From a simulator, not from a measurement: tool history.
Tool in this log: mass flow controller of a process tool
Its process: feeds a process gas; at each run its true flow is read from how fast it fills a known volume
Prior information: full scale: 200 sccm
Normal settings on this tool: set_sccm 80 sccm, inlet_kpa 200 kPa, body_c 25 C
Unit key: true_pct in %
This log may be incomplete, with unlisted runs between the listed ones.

run	day	set_sccm	inlet_kpa	body_c	true_pct
1	0.000	80	200	25	98.95
2	4.600	80	269	25	99.04
3	9.983	80	269	25	99.12
4	14.771	71	200	25	98.89
5	19.062	71	200	25	98.88
6	24.829	128	200	25	99.32
7	29.612	89	200	25	99.02
8	36.733	103	200	25	99.23
9	44.554	103	200	25	99.17
10	51.388	80	200	25	98.94
11	58.867	80	174	25	98.94
12	64.621	80	200	25	99.00
# day 65.358: controller's zero set anew
13	72.192	80	200	25	99.22
14	78.100	80	200	22	99.60
# day 82.079: controller's zero set anew, once more
15	82.729	25	217	25	98.06
16	89.429	25	217	25	98.19
17	93.112	78	171	31	97.90
18	100.988	39	239	23	98.55
19	106.929	28	227	34	97.30
20	110.358	28	227	34	97.36
21	116.812	28	227	34	97.38
22	122.088	40	189	34	97.37
23	128.879	40	189	34	97.44
24	134.833	40	189	34	97.38
25	142.188	40	189	34	97.48
26	148.212	40	189	34	97.46
27	154.146	40	189	34	97.49
28	159.133	40	189	34	97.50

Selected run-to-run steps in true_pct, each split into two signed amounts: the part the tool would show with no hidden state at all (from settings, incoming material and random variation), and the remainder, which goes to the hidden state together with any gauge scatter not common to the measured and the hidden-state-free results:
Unlogged tool condition in this case: flow at rest that the sensor doesn't see, % of full scale; true flow over the shown one, %; drift of the gauge itself on true_pct, %.
Run 12 -> 13: controller's zero set anew. true_pct +0.22 %: hidden state +0.25, all else -0.03.
Run 14 -> 15: set_sccm 80 -> 25, inlet_kpa 200 -> 217, body_c 22 -> 25, controller's zero set anew, once more. true_pct -1.54 %: hidden state -0.57, all else -0.97.
Run 18 -> 19: set_sccm 39 -> 28, inlet_kpa 239 -> 227, body_c 23 -> 34. true_pct -1.25 %: hidden state +0.12, all else -1.37.

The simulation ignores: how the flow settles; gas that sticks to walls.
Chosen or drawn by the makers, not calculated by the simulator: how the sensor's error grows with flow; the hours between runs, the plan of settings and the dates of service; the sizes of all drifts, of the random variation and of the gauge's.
